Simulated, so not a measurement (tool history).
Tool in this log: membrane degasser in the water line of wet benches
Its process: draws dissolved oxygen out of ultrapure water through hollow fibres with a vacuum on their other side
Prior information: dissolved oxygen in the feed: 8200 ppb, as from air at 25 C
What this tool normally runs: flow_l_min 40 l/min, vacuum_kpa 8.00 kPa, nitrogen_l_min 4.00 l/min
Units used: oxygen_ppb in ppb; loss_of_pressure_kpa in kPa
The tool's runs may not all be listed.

{"run": 1, "day": 0.0, "flow_l_min": 40, "vacuum_kpa": 8.0, "nitrogen_l_min": 4.0, "oxygen_ppb": 118.6, "loss_of_pressure_kpa": 58.91}
{"run": 2, "day": 3.275, "flow_l_min": 40, "vacuum_kpa": 8.0, "nitrogen_l_min": 4.0, "oxygen_ppb": 118.7, "loss_of_pressure_kpa": 58.83}
{"run": 3, "day": 5.217, "flow_l_min": 40, "vacuum_kpa": 8.0, "nitrogen_l_min": 4.0, "oxygen_ppb": 119.2, "loss_of_pressure_kpa": 58.82}
{"run": 4, "day": 7.575, "flow_l_min": 40, "vacuum_kpa": 8.0, "nitrogen_l_min": 4.0, "oxygen_ppb": 119.4, "loss_of_pressure_kpa": 58.59}
{"run": 5, "day": 10.658, "flow_l_min": 40, "vacuum_kpa": 8.0, "nitrogen_l_min": 4.0, "oxygen_ppb": 118.5, "loss_of_pressure_kpa": 58.98}
{"run": 6, "day": 14.058, "flow_l_min": 40, "vacuum_kpa": 10.64, "nitrogen_l_min": 4.0, "oxygen_ppb": 179.7, "loss_of_pressure_kpa": 59.11}
{"run": 7, "day": 15.967, "flow_l_min": 62, "vacuum_kpa": 10.64, "nitrogen_l_min": 4.0, "oxygen_ppb": 268.9, "loss_of_pressure_kpa": 91.15}
{"run": 8, "day": 18.967, "flow_l_min": 62, "vacuum_kpa": 10.64, "nitrogen_l_min": 4.0, "oxygen_ppb": 268.7, "loss_of_pressure_kpa": 90.37}
{"run": 9, "day": 21.1, "flow_l_min": 38, "vacuum_kpa": 8.0, "nitrogen_l_min": 4.0, "oxygen_ppb": 112.6, "loss_of_pressure_kpa": 56.09}
{"run": 10, "day": 23.175, "flow_l_min": 38, "vacuum_kpa": 8.0, "nitrogen_l_min": 4.0, "oxygen_ppb": 113.4, "loss_of_pressure_kpa": 56.1}
{"run": 11, "day": 26.004, "flow_l_min": 38, "vacuum_kpa": 8.0, "nitrogen_l_min": 4.0, "oxygen_ppb": 114.0, "loss_of_pressure_kpa": 55.22}
{"run": 12, "day": 28.717, "flow_l_min": 38, "vacuum_kpa": 8.0, "nitrogen_l_min": 4.0, "oxygen_ppb": 114.3, "loss_of_pressure_kpa": 55.89}
{"run": 13, "day": 31.271, "flow_l_min": 38, "vacuum_kpa": 8.0, "nitrogen_l_min": 4.0, "oxygen_ppb": 113.5, "loss_of_pressure_kpa": 55.93}
{"run": 14, "day": 32.771, "flow_l_min": 40, "vacuum_kpa": 8.0, "nitrogen_l_min": 2.33, "oxygen_ppb": 189.6, "loss_of_pressure_kpa": 59.02}
{"run": 15, "day": 34.758, "flow_l_min": 40, "vacuum_kpa": 8.0, "nitrogen_l_min": 2.33, "oxygen_ppb": 191.4, "loss_of_pressure_kpa": 59.09}
{"run": 16, "day": 37.017, "flow_l_min": 40, "vacuum_kpa": 8.0, "nitrogen_l_min": 4.0, "oxygen_ppb": 118.7, "loss_of_pressure_kpa": 58.96}
{"run": 17, "day": 40.267, "flow_l_min": 40, "vacuum_kpa": 8.0, "nitrogen_l_min": 4.0, "oxygen_ppb": 120.1, "loss_of_pressure_kpa": 59.08}
{"run": 18, "day": 43.054, "flow_l_min": 40, "vacuum_kpa": 8.0, "nitrogen_l_min": 4.0, "oxygen_ppb": 119.3, "loss_of_pressure_kpa": 58.71}
{"run": 19, "day": 45.275, "flow_l_min": 40, "vacuum_kpa": 8.0, "nitrogen_l_min": 4.0, "oxygen_ppb": 120.0, "loss_of_pressure_kpa": 58.86}
{"run": 20, "day": 47.058, "flow_l_min": 30, "vacuum_kpa": 5.73, "nitrogen_l_min": 4.0, "oxygen_ppb": 49.3, "loss_of_pressure_kpa": 44.4}
{"run": 21, "day": 50.604, "flow_l_min": 30, "vacuum_kpa": 9.08, "nitrogen_l_min": 3.31, "oxygen_ppb": 131.4, "loss_of_pressure_kpa": 44.41}
{"run": 22, "day": 53.371, "flow_l_min": 30, "vacuum_kpa": 9.08, "nitrogen_l_min": 3.31, "oxygen_ppb": 131.4, "loss_of_pressure_kpa": 44.36}
{"run": 23, "day": 55.688, "flow_l_min": 50, "vacuum_kpa": 6.99, "nitrogen_l_min": 8.72, "oxygen_ppb": 60.8, "loss_of_pressure_kpa": 73.74}
{"run": 24, "day": 58.175, "flow_l_min": 29, "vacuum_kpa": 6.99, "nitrogen_l_min": 11.63, "oxygen_ppb": 26.3, "loss_of_pressure_kpa": 42.6}
{"run": 25, "day": 60.783, "flow_l_min": 40, "vacuum_kpa": 8.5, "nitrogen_l_min": 6.05, "oxygen_ppb": 90.3, "loss_of_pressure_kpa": 59.26}
{"run": 26, "day": 64.083, "flow_l_min": 40, "vacuum_kpa": 8.5, "nitrogen_l_min": 6.05, "oxygen_ppb": 90.5, "loss_of_pressure_kpa": 59.01}
{"run": 27, "day": 66.375, "flow_l_min": 62, "vacuum_kpa": 9.05, "nitrogen_l_min": 8.79, "oxygen_ppb": 111.5, "loss_of_pressure_kpa": 91.47}
{"run": 28, "day": 69.412, "flow_l_min": 32, "vacuum_kpa": 5.96, "nitrogen_l_min": 3.07, "oxygen_ppb": 72.5, "loss_of_pressure_kpa": 47.08}
{"run": 29, "day": 71.188, "flow_l_min": 32, "vacuum_kpa": 11.55, "nitrogen_l_min": 5.35, "oxygen_ppb": 126.2, "loss_of_pressure_kpa": 47.46}
{"run": 30, "day": 74.517, "flow_l_min": 38, "vacuum_kpa": 12.77, "nitrogen_l_min": 2.51, "oxygen_ppb": 332.2, "loss_of_pressure_kpa": 55.93}
{"run": 31, "day": 76.296, "flow_l_min": 29, "vacuum_kpa": 8.0, "nitrogen_l_min": 2.25, "oxygen_ppb": 149.6, "loss_of_pressure_kpa": 42.89}

Below, some changes in oxygen_ppb between adjacent runs. For each, the amount present without the hidden state too (settings, incoming material, random variation) and the amount remaining for the hidden state with gauge scatter not shared by both compared results:
Hidden conditions of the tool in this case: membrane still open, %; true pressure behind the membrane over the reading, kPa; air that leaks in behind the membrane, l/min; drift of the gauge itself on oxygen_ppb, %; drift of the gauge itself on loss_of_pressure_kpa, %.
Run 8 -> 9: flow_l_min 62 -> 38, vacuum_kpa 10.64 -> 8.00. oxygen_ppb -156.1 ppb: hidden state -1.2, all else -154.9.
Run 22 -> 23: flow_l_min 30 -> 50, vacuum_kpa 9.08 -> 6.99, nitrogen_l_min 3.31 -> 8.72. oxygen_ppb -70.6 ppb: hidden state -2.4, all else -68.2.
Run 29 -> 30: flow_l_min 32 -> 38, vacuum_kpa 11.55 -> 12.77, nitrogen_l_min 5.35 -> 2.51. oxygen_ppb +206.0 ppb: hidden state +3.8, all else +202.2.
Run 30 -> 31: flow_l_min 38 -> 29, vacuum_kpa 12.77 -> 8.00, nitrogen_l_min 2.51 -> 2.25. oxygen_ppb -182.6 ppb: hidden state -2.3, all else -180.3.

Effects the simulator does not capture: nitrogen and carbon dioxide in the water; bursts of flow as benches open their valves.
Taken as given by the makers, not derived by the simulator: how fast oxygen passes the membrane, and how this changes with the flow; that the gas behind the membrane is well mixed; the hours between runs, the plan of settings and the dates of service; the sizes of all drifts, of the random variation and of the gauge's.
